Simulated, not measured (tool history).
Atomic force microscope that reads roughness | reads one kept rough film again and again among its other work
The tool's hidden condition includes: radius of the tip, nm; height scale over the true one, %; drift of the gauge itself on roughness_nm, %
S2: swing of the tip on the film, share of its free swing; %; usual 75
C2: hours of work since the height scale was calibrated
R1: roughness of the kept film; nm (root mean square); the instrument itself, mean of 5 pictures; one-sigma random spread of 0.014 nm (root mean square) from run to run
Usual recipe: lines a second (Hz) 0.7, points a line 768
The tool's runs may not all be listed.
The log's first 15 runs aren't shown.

Run 16, hour 315.5: usual settings but lines a second (Hz) 1.385; pictures with this tip 75; C2 490. Result: R1 2.873 nm (root mean square).
Run 17, hour 342.9: usual settings but lines a second (Hz) 1.385; pictures with this tip 132; C2 508. Result: R1 2.716 nm (root mean square).
Run 18, hour 372: usual settings; pictures with this tip 193; C2 527. Result: R1 2.662 nm (root mean square).
At hour 375.3: new tip fitted.
Run 19, hour 395.7: usual settings but S2 83 %, points a line 657; pictures with this tip 43; C2 543. Result: R1 3.04 nm (root mean square).
Run 20, hour 411.7: usual settings but lines a second (Hz) 1.721, S2 59 %, points a line 564; pictures with this tip 76; C2 554. Result: R1 2.958 nm (root mean square).
Run 21, hour 439: usual settings but lines a second (Hz) 2.587, S2 89 %, points a line 439; pictures with this tip 133; C2 572. Result: R1 2.201 nm (root mean square).
Run 22, hour 456.5: usual settings but lines a second (Hz) 2.124, S2 66 %, points a line 285; pictures with this tip 170; C2 583. Result: R1 2.563 nm (root mean square).
At hour 469.7: new tip fitted.
Run 23, hour 483.9: usual settings but lines a second (Hz) 0.765, S2 59 %, points a line 873; pictures with this tip 29; C2 601. Result: R1 3.257 nm (root mean square).
Run 24, hour 513.2: usual settings but lines a second (Hz) 1.722, points a line 309; pictures with this tip 91; C2 621. Result: R1 2.757 nm (root mean square).
Run 25, hour 537: usual settings but S2 59 %, points a line 627; pictures with this tip 141; C2 637. Result: R1 2.852 nm (root mean square).
Run 26, hour 558.4: usual settings but lines a second (Hz) 0.536, S2 57 %; pictures with this tip 185; C2 651. Result: R1 2.724 nm (root mean square).
At hour 562.9: new tip fitted.
Run 27, hour 588: usual settings but lines a second (Hz) 0.536, S2 57 %; pictures with this tip 52; C2 671. Result: R1 3.175 nm (root mean square).
Run 28, hour 611.6: usual settings but lines a second (Hz) 0.536, S2 57 %; pictures with this tip 102; C2 686. Result: R1 2.97 nm (root mean square).
Run 29, hour 641.9: usual settings but lines a second (Hz) 0.67, S2 57 %; pictures with this tip 165; C2 707. Result: R1 2.778 nm (root mean square).
At hour 656.9: new tip fitted.
Run 30, hour 656.9: usual settings but lines a second (Hz) 0.67, S2 57 %; pictures with this tip 0; C2 716. Result: R1 3.405 nm (root mean square).
Run 31, hour 682.6: usual settings but lines a second (Hz) 2.182, S2 56 %, points a line 778; pictures with this tip 54; C2 734. Result: R1 3.062 nm (root mean square).
Run 32, hour 712.7: usual settings but lines a second (Hz) 1.337, S2 83 %, points a line 313; pictures with this tip 117; C2 754. Result: R1 2.637 nm (root mean square).
Run 33, hour 734.5: usual settings but lines a second (Hz) 2.275, S2 83 %, points a line 466; pictures with this tip 163; C2 768. Result: R1 2.36 nm (root mean square).
At hour 750: new tip fitted.
Run 34, hour 750: usual settings but S2 63 %, points a line 290; pictures with this tip 0; C2 778. Result: R1 3.33 nm (root mean square).
Run 35, hour 773.9: usual settings but lines a second (Hz) 1.63, points a line 882; pictures with this tip 50; C2 794. Result: R1 2.937 nm (root mean square).
Run 36, hour 788.7: usual settings but lines a second (Hz) 1.63, points a line 882; pictures with this tip 81; C2 804. Result: R1 2.826 nm (root mean square).

Branching from run 36: 3 alternative next runs. What would each branch give?
Run A, hour 809.7: usual settings but lines a second (Hz) 0.555, S2 73 %, points a line 369; pictures with this tip 125; C2 818. Result: R1 ?.
Run B, hour 809.7: usual settings but lines a second (Hz) 1.63, S2 81 %, points a line 882; pictures with this tip 125; C2 818. Result: R1 ?.
Run C, hour 809.7: usual settings but lines a second (Hz) 1.63, points a line 611; pictures with this tip 125; C2 818. Result: R1 ?.

run     R1
  A   2.85
  B  2.618
  C  2.699
Without the tool's unlogged condition, the same runs would have read:
run     R1
  A    3.3
  B  3.031
  C  3.125
